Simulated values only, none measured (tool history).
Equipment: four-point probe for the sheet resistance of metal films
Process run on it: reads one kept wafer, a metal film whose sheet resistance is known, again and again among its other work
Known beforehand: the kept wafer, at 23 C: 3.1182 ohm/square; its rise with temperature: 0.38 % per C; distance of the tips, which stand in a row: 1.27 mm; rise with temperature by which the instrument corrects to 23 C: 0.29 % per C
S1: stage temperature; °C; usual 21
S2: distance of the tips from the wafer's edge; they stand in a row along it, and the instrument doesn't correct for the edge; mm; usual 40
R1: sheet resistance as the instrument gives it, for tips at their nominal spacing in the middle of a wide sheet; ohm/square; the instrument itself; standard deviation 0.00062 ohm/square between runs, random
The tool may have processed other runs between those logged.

run	hour	S1	S2	R1
1	0	21	40	3.113582
2	29.4	21	40	3.115539
3	55.3	21	40	3.114537
4	84.6	26	40	3.12815
5	109.6	22	40	3.117606
6	137.5	22	40	3.117568
7	177.3	22	40	3.116822
8	208.3	22	40	3.117279
9	251.6	21	40	3.113584
10	276.7	21	40	3.114531
11	306.3	21	40	3.113675
12	326.3	21	33	3.115121
13	345.1	21	40	3.114243
14	371.8	29	40	3.137316
15	413.2	29	40	3.136696
16	458.4	22	40	3.116674
17	503.7	26	40	3.128134
18	530.6	26	40	3.128158
19	563.9	26	40	3.128199
20	599	26	40	3.128589
# hour 614.9: stage's thermometer calibrated
21	644.7	26	40	3.128331
22	671.5	26	40	3.128832
23	713.9	26	40	3.128324
24	754.5	25	5	3.228041
25	788.3	25	5	3.22994
26	818	31	5	3.244837
27	848.9	22	4	3.276173
28	875.8	25	32	3.126748
29	921.9	29	23	3.140084
30	968.1	20	32	3.11275
31	1012.5	20	32	3.112919
32	1047.4	20	32	3.110449
33	1071.8	29	41	3.136601
34	1106.2	21	43	3.114156
35	1146	20	10	3.137565
36	1179.2	20	10	3.136294
37	1222.8	31	10	3.16846
38	1267	26	16	3.137197
39	1286.1	26	5	3.231926
40	1317	26	50	3.127789
41	1348.5	27	6	3.202998
42	1389.5	27	6	3.202699
43	1417.2	30	23	3.143002
44	1451.9	30	37	3.140036

Below are 5 alternative next runs, each starting from the tool's condition after run 44. Predict each:
A	1482.3	21	4	?
B	1482.3	30	8	?
C	1482.3	21	3	?
D	1482.3	30	23	?
E	1482.3	28	54	?

run	R1
A	3.270874
B	3.179347
C	3.383866
D	3.14316
E	3.133359
Stripped of hidden state, with their random variation kept, the same runs would have yielded:
run	R1
A	3.270867
B	3.17934
C	3.383859
D	3.143152
E	3.133352

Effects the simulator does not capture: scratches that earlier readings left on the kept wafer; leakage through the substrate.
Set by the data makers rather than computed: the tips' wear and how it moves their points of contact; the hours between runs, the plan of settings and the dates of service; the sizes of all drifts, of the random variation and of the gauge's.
